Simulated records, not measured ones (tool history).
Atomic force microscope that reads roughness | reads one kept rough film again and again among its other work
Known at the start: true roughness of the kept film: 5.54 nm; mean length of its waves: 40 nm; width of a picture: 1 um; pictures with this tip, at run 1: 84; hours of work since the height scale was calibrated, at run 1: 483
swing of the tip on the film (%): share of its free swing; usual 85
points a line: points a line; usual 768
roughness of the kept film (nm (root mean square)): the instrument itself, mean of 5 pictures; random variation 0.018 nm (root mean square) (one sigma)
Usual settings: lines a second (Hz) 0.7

| run | hour | lines a second (Hz) | swing of the tip on the film (%) | points a line | pictures with this tip | hours of work since the height scale was calibrated | roughness of the kept film (nm (root mean square)) |
|---|---|---|---|---|---|---|---|
| 1 | 0 | 0.7 | 85 | 768 | 84 | 483 | 4.443 |
| 2 | 73.3 | 0.7 | 85 | 768 | 181 | 519 | 4.423 |
|  | 86.6 | new tip fitted |
| 3 | 127.8 | 0.7 | 62 | 768 | 54 | 546 | 4.728 |
| 4 | 173.5 | 0.7 | 62 | 768 | 114 | 569 | 4.721 |
|  | 242.6 | new tip fitted |
| 5 | 249 | 1.941 | 62 | 768 | 8 | 607 | 4.49 |
| 6 | 289.8 | 1.941 | 62 | 768 | 62 | 627 | 4.488 |
| 7 | 330.5 | 1.941 | 62 | 768 | 116 | 648 | 4.488 |
|  | 397 | new tip fitted |
| 8 | 410 | 0.7 | 85 | 636 | 17 | 688 | 4.423 |
| 9 | 466.3 | 0.7 | 66 | 768 | 92 | 716 | 4.68 |
| 10 | 523.3 | 0.7 | 66 | 768 | 167 | 744 | 4.719 |
|  | 549.8 | new tip fitted |
| 11 | 567.8 | 0.7 | 74 | 768 | 24 | 766 | 4.581 |
| 12 | 613.2 | 0.7 | 82 | 768 | 84 | 789 | 4.485 |
| 13 | 661.8 | 3.047 | 89 | 795 | 148 | 814 | 3.206 |
|  | 700.2 | new tip fitted |
| 14 | 717 | 3.047 | 89 | 795 | 22 | 841 | 3.217 |
| 15 | 767.9 | 0.583 | 64 | 768 | 89 | 867 | 4.73 |
| 16 | 823.4 | 1.26 | 86 | 385 | 163 | 894 | 4.109 |
|  | 853 | new tip fitted |
| 17 | 879 | 1.26 | 86 | 385 | 35 | 922 | 4.087 |
| 18 | 920.3 | 1.26 | 74 | 385 | 89 | 943 | 4.404 |
| 19 | 990.7 | 1.26 | 74 | 385 | 182 | 978 | 4.367 |
|  | 1003.9 | new tip fitted |
| 20 | 1060.5 | 1.26 | 66 | 385 | 75 | 1013 | 4.533 |

Hidden state at the last listed run before each entry between runs and at the first one after, where it differs:
Between runs 2 and 3: new tip fitted (hour 86.6)
  radius of the tip, nm: 10.1 -> 10
Between runs 4 and 5: new tip fitted (hour 242.6)
  radius of the tip, nm: 10.1 -> 10
Between runs 7 and 8: new tip fitted (hour 397)
  radius of the tip, nm: 10.1 -> 10
Between runs 10 and 11: new tip fitted (hour 549.8)
  radius of the tip, nm: 10.1 -> 10
Between runs 13 and 14: new tip fitted (hour 700.2)
  radius of the tip, nm: 10.1 -> 10
Between runs 16 and 17: new tip fitted (hour 853)
  radius of the tip, nm: 10.1 -> 10
Between runs 19 and 20: new tip fitted (hour 1003.9)
  no hidden state differs between the two runs

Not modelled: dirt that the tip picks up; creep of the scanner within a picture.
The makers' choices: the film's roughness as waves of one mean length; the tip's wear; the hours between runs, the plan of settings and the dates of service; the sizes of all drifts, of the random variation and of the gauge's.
